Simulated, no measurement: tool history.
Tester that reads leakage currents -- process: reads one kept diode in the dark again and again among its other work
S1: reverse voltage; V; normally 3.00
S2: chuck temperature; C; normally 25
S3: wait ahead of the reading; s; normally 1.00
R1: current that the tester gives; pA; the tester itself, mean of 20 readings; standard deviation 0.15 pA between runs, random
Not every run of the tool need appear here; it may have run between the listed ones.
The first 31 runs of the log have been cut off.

run    hour     S1  S2    S3      R1
 32   775.2   5.20  25  8.99   62.89
 33   803.9   6.76  40  1.00  208.54
 34   837.0  18.26  23  4.42   92.79
 35   872.5   4.02  42  4.12  196.19
 36   901.2   3.35  21  1.00   40.64
 37   925.0   3.00  52  1.00  345.39
 38   956.0   3.00  27  1.00   61.05
 39   990.6   3.00  27  1.00   61.01
 40  1008.0   3.90  31  7.12   89.01

What if the next run were any one of these 4? Each begins from the tool's condition after run 40:
  A  1038.9  3.00  25  1.16   ?
  B  1038.9  1.17  30  1.00   ?
  C  1038.9  8.25  25  7.12   ?
  D  1038.9  1.53  25  7.12   ?

run     R1
  A  52.47
  B  53.37
  C  77.31
  D  39.84
Take away the tool's hidden state, keep each run's random variation, and the runs would have read:
run     R1
  A  47.02
  B  48.98
  C  67.01
  D  36.09

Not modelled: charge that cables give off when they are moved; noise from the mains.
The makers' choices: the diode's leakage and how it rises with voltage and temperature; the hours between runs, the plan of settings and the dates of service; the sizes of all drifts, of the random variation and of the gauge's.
